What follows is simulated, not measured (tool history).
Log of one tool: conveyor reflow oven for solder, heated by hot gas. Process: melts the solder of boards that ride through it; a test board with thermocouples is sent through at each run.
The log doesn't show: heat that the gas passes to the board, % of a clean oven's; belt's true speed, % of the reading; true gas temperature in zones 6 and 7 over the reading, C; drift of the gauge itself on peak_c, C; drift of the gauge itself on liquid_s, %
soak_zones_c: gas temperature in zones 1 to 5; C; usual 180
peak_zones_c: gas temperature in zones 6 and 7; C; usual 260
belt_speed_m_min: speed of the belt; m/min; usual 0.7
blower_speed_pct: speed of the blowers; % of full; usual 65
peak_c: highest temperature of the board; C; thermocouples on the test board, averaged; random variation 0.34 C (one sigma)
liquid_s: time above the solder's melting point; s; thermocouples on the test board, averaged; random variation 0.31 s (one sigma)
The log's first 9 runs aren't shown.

run,day,soak_zones_c,peak_zones_c,belt_speed_m_min,blower_speed_pct,hours of work since the flux was cleaned out,hours of work since the belt drive was overhauled,hours of work since the thermocouples were changed,peak_c,liquid_s
10,7.929,180,260,0.7,74,345,1058,679,243.1,41.7
11,8.9,180,260,0.7,74,357,1070,691,243.3,41.4
12,10.054,180,260,0.7,74,371,1084,705,243.1,41.3
13,10.792,176,260,0.7,74,380,1093,714,242.5,39.1
# day 11.804: belt drive overhauled, speed set with a stopwatch
14,12.096,180,269,0.7,65,394,4,727,248.4,43
15,12.75,180,269,0.7,65,401,11,735,248.5,43.5
16,13.938,180,260,0.561,65,416,26,750,246.9,55.2
17,14.458,180,260,0.561,65,422,32,756,246.8,55.8
18,15.233,180,260,0.561,65,432,42,765,247.3,54.9
19,16.117,180,268,0.7,65,442,52,776,246.8,42.2
20,16.792,195,268,0.7,60,451,60,784,249.2,49.8
# day 17.317: flux residue cleaned out of gas plates and filters
21,18.233,180,264,0.7,65,11,75,799,246.8,43.3
22,19.433,180,260,0.745,65,26,90,814,242.2,36.5
23,20.571,195,260,0.745,50,39,104,828,242.1,41.4
24,21.417,186,260,0.7,54,50,114,838,243.7,41.8
25,22.062,186,260,0.7,54,58,122,846,243.6,42.1
26,23.012,186,260,0.7,54,69,133,857,242.4,41.8
27,23.617,176,257,0.7,73,76,141,865,241.4,38.2
28,24.804,176,257,0.7,73,91,155,879,240.9,38.8
29,25.358,177,257,0.7,56,97,162,886,238.6,35.2
30,25.921,180,260,0.596,65,104,169,893,247.8,52.8
31,26.808,180,260,0.596,65,115,179,903,247.4,52.6

3 ways to go on from here, each from the tool as it stands after run 31. What would each give?
A,27.958,180,248,0.793,51,129,193,917,?,?
B,27.958,166,260,0.7,65,129,193,917,?,?
C,27.958,192,271,0.596,65,129,193,917,?,?

run,peak_c,liquid_s
A,227,18.8
B,239.8,34
C,258.8,63.7
Without the tool's hidden state the same runs would have given:
run,peak_c,liquid_s
A,228.8,21.2
B,241.9,35.7
C,260.6,64.2
